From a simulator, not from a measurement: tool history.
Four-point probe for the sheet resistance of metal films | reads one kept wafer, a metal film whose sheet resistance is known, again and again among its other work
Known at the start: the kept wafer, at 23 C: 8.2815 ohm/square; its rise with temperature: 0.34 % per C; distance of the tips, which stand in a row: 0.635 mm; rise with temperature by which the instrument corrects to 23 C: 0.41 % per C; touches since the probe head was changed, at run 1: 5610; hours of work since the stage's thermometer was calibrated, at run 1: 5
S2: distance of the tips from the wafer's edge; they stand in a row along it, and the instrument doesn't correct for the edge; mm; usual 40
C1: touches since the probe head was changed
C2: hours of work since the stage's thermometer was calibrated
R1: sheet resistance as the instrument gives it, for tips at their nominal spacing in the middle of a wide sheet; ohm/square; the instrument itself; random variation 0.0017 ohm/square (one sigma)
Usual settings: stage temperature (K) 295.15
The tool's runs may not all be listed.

Run 1, hour 0: usual settings; C1 5610; C2 5. Result: R1 8.290191 ohm/square.
Run 2, hour 39.3: usual settings; C1 6711; C2 23. Result: R1 8.289542 ohm/square.
Run 3, hour 69.7: usual settings; C1 7564; C2 36. Result: R1 8.288205 ohm/square.
Run 4, hour 122.2: usual settings; C1 9033; C2 60. Result: R1 8.291822 ohm/square.
Run 5, hour 147.2: usual settings but S2 4 mm; C1 9736; C2 71. Result: R1 8.397688 ohm/square.
Run 6, hour 186.4: usual settings but S2 4 mm; C1 10834; C2 88. Result: R1 8.397383 ohm/square.
Run 7, hour 229.9: usual settings but S2 14 mm; C1 12051; C2 107. Result: R1 8.293776 ohm/square.
Run 8, hour 257.1: usual settings but S2 14 mm; C1 12814; C2 119. Result: R1 8.297472 ohm/square.
Run 9, hour 295.7: usual settings but S2 13 mm; C1 13896; C2 137. Result: R1 8.298058 ohm/square.
Run 10, hour 322.6: usual settings but S2 13 mm; C1 14649; C2 149. Result: R1 8.302015 ohm/square.
Run 11, hour 354.7: usual settings but stage temperature (K) 298.15; C1 15549; C2 163. Result: R1 8.270749 ohm/square.
Run 12, hour 413.8: usual settings but S2 32 mm; C1 17205; C2 189. Result: R1 8.289201 ohm/square.
Run 13, hour 457.8: usual settings but S2 32 mm; C1 18438; C2 209. Result: R1 8.288522 ohm/square.
Run 14, hour 506.3: usual settings but S2 15 mm; C1 19796; C2 230. Result: R1 8.295916 ohm/square.
Run 15, hour 565.8: usual settings but S2 15 mm; C1 21462; C2 256. Result: R1 8.29604 ohm/square.
Run 16, hour 599.5: usual settings; C1 22408; C2 271. Result: R1 8.288877 ohm/square.
Run 17, hour 638.1: usual settings but S2 36 mm; C1 23488; C2 288. Result: R1 8.29018 ohm/square.
Run 18, hour 671.4: usual settings but S2 36 mm; C1 24421; C2 303. Result: R1 8.286633 ohm/square.

Run 19 comes next. What will it give?
Run 19, hour 721.5: usual settings but S2 36 mm; C1 25824; C2 325. Result: R1 ?.

R1: 8.289242 ohm/square
Without the tool's hidden state the same run would have given R1 8.289331 ohm/square.

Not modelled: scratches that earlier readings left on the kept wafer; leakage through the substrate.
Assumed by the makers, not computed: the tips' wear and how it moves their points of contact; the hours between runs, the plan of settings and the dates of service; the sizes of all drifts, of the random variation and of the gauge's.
